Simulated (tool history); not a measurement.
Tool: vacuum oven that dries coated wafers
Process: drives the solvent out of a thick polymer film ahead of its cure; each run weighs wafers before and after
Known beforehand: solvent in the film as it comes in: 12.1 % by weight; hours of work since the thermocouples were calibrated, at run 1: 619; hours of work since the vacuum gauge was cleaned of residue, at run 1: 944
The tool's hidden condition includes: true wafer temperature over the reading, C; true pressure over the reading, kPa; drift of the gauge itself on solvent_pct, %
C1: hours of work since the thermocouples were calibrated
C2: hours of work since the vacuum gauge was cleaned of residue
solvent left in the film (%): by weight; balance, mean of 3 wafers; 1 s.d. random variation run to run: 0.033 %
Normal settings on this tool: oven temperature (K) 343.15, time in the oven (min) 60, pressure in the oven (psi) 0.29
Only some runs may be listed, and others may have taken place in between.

run 1 hour=0 | oven_temperature_(K)=343.15 time_in_the_oven_(min)=60 pressure_in_the_oven_(psi)=0.29 | C1=619 C2=944 | solvent_left_in_the_film_(%)=2.35
run 2 hour=53.2 | oven_temperature_(K)=343.15 time_in_the_oven_(min)=34 pressure_in_the_oven_(psi)=0.29 | C1=643 C2=968 | solvent_left_in_the_film_(%)=3.27
run 3 hour=107.8 | oven_temperature_(K)=343.15 time_in_the_oven_(min)=34 pressure_in_the_oven_(psi)=0.29 | C1=668 C2=993 | solvent_left_in_the_film_(%)=3.23
run 4 hour=138.2 | oven_temperature_(K)=343.15 time_in_the_oven_(min)=34 pressure_in_the_oven_(psi)=0.29 | C1=682 C2=1007 | solvent_left_in_the_film_(%)=3.21
run 5 hour=182.6 | oven_temperature_(K)=331.15 time_in_the_oven_(min)=60 pressure_in_the_oven_(psi)=0.29 | C1=702 C2=1027 | solvent_left_in_the_film_(%)=5.42
run 6 hour=208.7 | oven_temperature_(K)=343.15 time_in_the_oven_(min)=60 pressure_in_the_oven_(psi)=0.29 | C1=714 C2=1039 | solvent_left_in_the_film_(%)=2.37
run 7 hour=243.6 | oven_temperature_(K)=343.15 time_in_the_oven_(min)=60 pressure_in_the_oven_(psi)=0.29 | C1=730 C2=1054 | solvent_left_in_the_film_(%)=2.35
run 8 hour=285.3 | oven_temperature_(K)=343.15 time_in_the_oven_(min)=60 pressure_in_the_oven_(psi)=0.29 | C1=749 C2=1073 | solvent_left_in_the_film_(%)=2.29
run 9 hour=328.8 | oven_temperature_(K)=343.15 time_in_the_oven_(min)=60 pressure_in_the_oven_(psi)=0.29 | C1=768 C2=1093 | solvent_left_in_the_film_(%)=2.31
run 10 hour=380.5 | oven_temperature_(K)=343.15 time_in_the_oven_(min)=60 pressure_in_the_oven_(psi)=0.29 | C1=792 C2=1116 | solvent_left_in_the_film_(%)=2.37
run 11 hour=410 | oven_temperature_(K)=343.15 time_in_the_oven_(min)=55 pressure_in_the_oven_(psi)=0.29 | C1=805 C2=1130 | solvent_left_in_the_film_(%)=2.44
run 12 hour=462 | oven_temperature_(K)=343.15 time_in_the_oven_(min)=55 pressure_in_the_oven_(psi)=0.29 | C1=829 C2=1153 | solvent_left_in_the_film_(%)=2.44
run 13 hour=506.9 | oven_temperature_(K)=343.15 time_in_the_oven_(min)=55 pressure_in_the_oven_(psi)=0.29 | C1=849 C2=1174 | solvent_left_in_the_film_(%)=2.42
run 14 hour=553.6 | oven_temperature_(K)=351.15 time_in_the_oven_(min)=60 pressure_in_the_oven_(psi)=0.622 | C1=870 C2=1195 | solvent_left_in_the_film_(%)=3.01
run 15 hour=576.2 | oven_temperature_(K)=342.15 time_in_the_oven_(min)=60 pressure_in_the_oven_(psi)=0.251 | C1=881 C2=1205 | solvent_left_in_the_film_(%)=2.3
run 16 hour=608.8 | oven_temperature_(K)=335.15 time_in_the_oven_(min)=32 pressure_in_the_oven_(psi)=0.29 | C1=895 C2=1220 | solvent_left_in_the_film_(%)=5.7
run 17 hour=650 | oven_temperature_(K)=328.15 time_in_the_oven_(min)=60 pressure_in_the_oven_(psi)=0.29 | C1=914 C2=1239 | solvent_left_in_the_film_(%)=6.4

What if the next run were any one of these 3? Each begins from the tool's condition after run 17:
-- hour=684.9 oven's thermocouples calibrated
run A hour=698.2 | oven_temperature_(K)=329.15 time_in_the_oven_(min)=52 pressure_in_the_oven_(psi)=0.471 | C1=6 C2=1260 | solvent_left_in_the_film_(%)=?
-- hour=684.9 oven's thermocouples calibrated
run B hour=698.2 | oven_temperature_(K)=340.15 time_in_the_oven_(min)=60 pressure_in_the_oven_(psi)=0.45 | C1=6 C2=1260 | solvent_left_in_the_film_(%)=?
-- hour=684.9 oven's thermocouples calibrated
run C hour=698.2 | oven_temperature_(K)=343.15 time_in_the_oven_(min)=79 pressure_in_the_oven_(psi)=0.203 | C1=6 C2=1260 | solvent_left_in_the_film_(%)=?

run=A solvent_left_in_the_film_(%)=8.4
run=B solvent_left_in_the_film_(%)=4.37
run=C solvent_left_in_the_film_(%)=1.89
With the hidden condition removed and each run's random variation left untouched, the same runs would have given:
run=A solvent_left_in_the_film_(%)=7.88
run=B solvent_left_in_the_film_(%)=3.93
run=C solvent_left_in_the_film_(%)=1.48
